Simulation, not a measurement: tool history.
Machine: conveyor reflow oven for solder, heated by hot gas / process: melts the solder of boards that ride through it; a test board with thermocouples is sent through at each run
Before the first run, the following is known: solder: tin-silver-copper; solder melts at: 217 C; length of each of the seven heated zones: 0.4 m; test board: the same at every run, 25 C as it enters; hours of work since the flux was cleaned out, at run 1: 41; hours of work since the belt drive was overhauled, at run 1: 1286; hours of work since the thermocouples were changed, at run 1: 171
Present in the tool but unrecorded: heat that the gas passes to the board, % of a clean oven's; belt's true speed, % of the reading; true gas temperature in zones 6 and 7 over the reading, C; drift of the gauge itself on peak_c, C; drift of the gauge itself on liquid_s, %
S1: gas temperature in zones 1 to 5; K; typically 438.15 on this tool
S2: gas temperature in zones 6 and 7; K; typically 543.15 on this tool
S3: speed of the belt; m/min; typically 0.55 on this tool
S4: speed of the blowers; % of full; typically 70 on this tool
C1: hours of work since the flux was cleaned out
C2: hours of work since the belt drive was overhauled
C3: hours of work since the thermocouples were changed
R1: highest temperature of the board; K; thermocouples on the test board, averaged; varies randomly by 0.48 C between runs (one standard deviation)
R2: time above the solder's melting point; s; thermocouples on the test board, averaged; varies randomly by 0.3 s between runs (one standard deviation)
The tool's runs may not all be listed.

run,hour,S1,S2,S3,S4,C1,C2,C3,R1,R2
1,0,438.15,543.15,0.55,70,41,1286,171,531.95,68
2,35.3,438.15,543.15,0.55,70,69,1314,199,531.75,68.1
3,63.6,438.15,543.15,0.55,70,91,1337,221,532.55,68.1
4,100.3,436.15,543.15,0.55,70,120,1366,250,531.25,68
5,122.8,438.15,543.15,0.55,69,138,1384,268,531.15,68
6,170,438.15,543.15,0.55,69,175,1421,305,530.85,67.7
7,192.3,438.15,543.15,0.55,69,193,1439,323,531.15,67.5
# hour 207.2: flux residue cleaned out of gas plates and filters
8,236.6,438.15,543.15,0.55,69,23,1470,354,531.75,67.8
9,257.8,438.15,543.15,0.55,69,40,1486,371,531.05,68.1
10,285.7,438.15,543.15,0.55,69,62,1508,393,531.25,68.1
# hour 300.7: belt drive overhauled, speed set with a stopwatch
11,326.1,438.15,543.15,0.55,69,91,20,422,531.45,67.6
12,361.4,438.15,543.15,0.55,70,119,48,449,531.75,68.2
13,389.5,438.15,543.15,0.55,70,141,70,472,531.25,68.2
14,426.3,438.15,543.15,0.55,70,170,99,501,531.75,68.5
# hour 467.1: flux residue cleaned out of gas plates and filters
15,476.2,438.15,543.15,0.55,87,7,135,536,534.65,71.4
16,499.9,438.15,543.15,0.55,87,26,154,555,535.05,71.2
17,530.3,438.15,543.15,0.55,87,50,178,579,534.95,71.4
18,554.2,438.15,543.15,0.55,87,69,197,598,534.75,71.1
19,578.4,429.15,537.15,0.477,69,88,216,617,528.25,74.6
20,618.5,429.15,537.15,0.477,69,120,248,649,528.15,74.4
21,664.6,429.15,557.15,0.477,56,156,284,686,543.15,83.8
22,696.4,451.15,545.15,0.566,54,181,309,711,529.65,68.7
# hour 721.9: flux residue cleaned out of gas plates and filters
23,722.5,451.15,545.15,0.566,54,0,326,727,530.25,68.9
24,745.4,438.15,539.15,0.596,70,19,344,745,525.35,57.8
25,787.2,448.15,535.15,0.537,79,52,377,779,526.95,71.9
26,807.1,448.15,535.15,0.537,79,67,393,794,526.85,71.5
27,834,429.15,549.15,0.596,67,89,414,816,532.25,60.2
28,879.7,438.15,543.15,0.496,70,125,450,852,534.25,78.5
29,907.8,445.15,552.15,0.496,70,147,473,874,543.15,86.4
30,937.9,447.15,546.15,0.595,80,171,496,898,534.55,68.1

Each row is a separate what-if for the run after 30, all from the same tool condition, not one after another. Results?
# hour 977: flux residue cleaned out of gas plates and filters
A,991.2,438.15,534.15,0.504,77,11,535,936,?,?
# hour 977: flux residue cleaned out of gas plates and filters
B,991.2,433.15,533.15,0.595,66,11,535,936,?,?
# hour 977: flux residue cleaned out of gas plates and filters
C,991.2,450.15,543.15,0.473,80,11,535,936,?,?
# hour 977: flux residue cleaned out of gas plates and filters
D,991.2,438.15,545.15,0.648,70,11,535,936,?,?

run,R1,R2
A,526.35,72.5
B,518.65,50.1
C,536.65,90.2
D,527.85,55
With no hidden state in the tool, these same runs would have given:
run,R1,R2
A,526.55,72.6
B,518.85,50.2
C,536.85,90.2
D,528.05,55

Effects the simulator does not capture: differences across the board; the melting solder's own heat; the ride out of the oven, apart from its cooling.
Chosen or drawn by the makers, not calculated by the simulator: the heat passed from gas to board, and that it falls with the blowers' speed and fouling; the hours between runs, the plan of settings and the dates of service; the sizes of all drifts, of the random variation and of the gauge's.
